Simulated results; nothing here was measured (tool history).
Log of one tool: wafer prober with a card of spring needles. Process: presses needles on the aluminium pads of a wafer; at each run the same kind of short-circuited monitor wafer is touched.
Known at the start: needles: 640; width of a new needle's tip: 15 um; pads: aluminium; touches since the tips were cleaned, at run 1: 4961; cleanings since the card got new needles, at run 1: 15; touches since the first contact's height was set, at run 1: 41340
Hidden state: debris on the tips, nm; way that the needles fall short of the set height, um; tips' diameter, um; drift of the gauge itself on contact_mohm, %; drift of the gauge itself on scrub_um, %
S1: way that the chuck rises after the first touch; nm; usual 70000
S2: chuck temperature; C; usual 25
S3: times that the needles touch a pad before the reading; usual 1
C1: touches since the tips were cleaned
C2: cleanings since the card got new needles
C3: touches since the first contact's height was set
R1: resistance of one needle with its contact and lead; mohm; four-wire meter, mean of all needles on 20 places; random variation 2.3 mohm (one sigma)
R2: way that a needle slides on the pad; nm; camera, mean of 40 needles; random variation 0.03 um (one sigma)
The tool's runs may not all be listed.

Run 1, hour 0.0: usual settings; C1 4961; C2 15; C3 41340. Result: R1 290 mohm, R2 15900 nm.
At hour 8.9: tips cleaned on abrasive film.
Run 2, hour 15.7: usual settings but S2 122 C; C1 1750; C2 16; C3 45331. Result: R1 305 mohm, R2 15850 nm.
Run 3, hour 29.5: usual settings but S2 31 C; C1 5295; C2 16; C3 48876. Result: R1 286 mohm, R2 15850 nm.
At hour 36.2: tips cleaned on abrasive film.
Run 4, hour 45.6: usual settings but S3 2; C1 2416; C2 17; C3 52968. Result: R1 269 mohm, R2 15850 nm.
At hour 63.0: tips cleaned on abrasive film.
Run 5, hour 65.0: usual settings but S3 2; C1 506; C2 18; C3 57897. Result: R1 265 mohm, R2 15860 nm.
Run 6, hour 79.4: usual settings but S3 2; C1 4202; C2 18; C3 61593. Result: R1 276 mohm, R2 15800 nm.
At hour 90.5: tips cleaned on abrasive film.
Run 7, hour 106.6: usual settings; C1 4100; C2 19; C3 68508. Result: R1 286 mohm, R2 15870 nm.
At hour 117.4: tips cleaned on abrasive film.
Run 8, hour 120.7: usual settings but S1 59000 nm; C1 848; C2 20; C3 72112. Result: R1 276 mohm, R2 13230 nm.
At hour 143.8: tips cleaned on abrasive film.
Run 9, hour 146.4: usual settings but S1 59000 nm; C1 659; C2 21; C3 78654. Result: R1 272 mohm, R2 13260 nm.
At hour 149.2: height of the first contact set anew.
At hour 170.7: tips cleaned on abrasive film.
Run 10, hour 173.7: usual settings but S1 59000 nm; C1 758; C2 22; C3 6244. Result: R1 273 mohm, R2 13480 nm.
Run 11, hour 189.5: usual settings; C1 4801; C2 22; C3 10287. Result: R1 286 mohm, R2 15990 nm.
At hour 198.4: tips cleaned on abrasive film.
Run 12, hour 210.9: usual settings; C1 3214; C2 23; C3 15750. Result: R1 282 mohm, R2 15980 nm.
At hour 224.6: tips cleaned on abrasive film.
Run 13, hour 232.0: usual settings but S2 82 C; C1 1912; C2 24; C3 21125. Result: R1 295 mohm, R2 15980 nm.
Run 14, hour 243.6: usual settings but S2 82 C; C1 4862; C2 24; C3 24075. Result: R1 300 mohm, R2 15940 nm.
At hour 251.2: tips cleaned on abrasive film.
Run 15, hour 258.4: usual settings but S2 54 C; C1 1850; C2 25; C3 27843. Result: R1 285 mohm, R2 15920 nm.
Run 16, hour 270.0: usual settings but S1 59000 nm, S2 37 C; C1 4829; C2 25; C3 30822. Result: R1 302 mohm, R2 13390 nm.
At hour 278.7: tips cleaned on abrasive film.
Run 17, hour 284.4: usual settings but S1 52000 nm, S2 35 C; C1 1476; C2 26; C3 34480. Result: R1 293 mohm, R2 11800 nm.
Run 18, hour 301.0: usual settings but S1 52000 nm, S2 35 C; C1 5717; C2 26; C3 38721. Result: R1 317 mohm, R2 11760 nm.
At hour 304.9: tips cleaned on abrasive film.
Run 19, hour 328.6: usual settings but S1 51000 nm, S2 50 C, S3 2; C1 6084; C2 27; C3 45767. Result: R1 303 mohm, R2 11500 nm.
At hour 331.2: tips cleaned on abrasive film.
Run 20, hour 352.0: usual settings but S1 51000 nm, S2 39 C, S3 2; C1 5306; C2 28; C3 51710. Result: R1 297 mohm, R2 11530 nm.

Forecast run 21:
At hour 357.7: tips cleaned on abrasive film.
Run 21, hour 365.6: usual settings but S1 68000 nm, S2 39 C; C1 2018; C2 29; C3 55169. Result: R1 ?, R2 ?.

Run 21 gave R1 284 mohm, R2 15360 nm.
Without the tool's hidden state the same run would have given R1 263 mohm, R2 15530 nm.
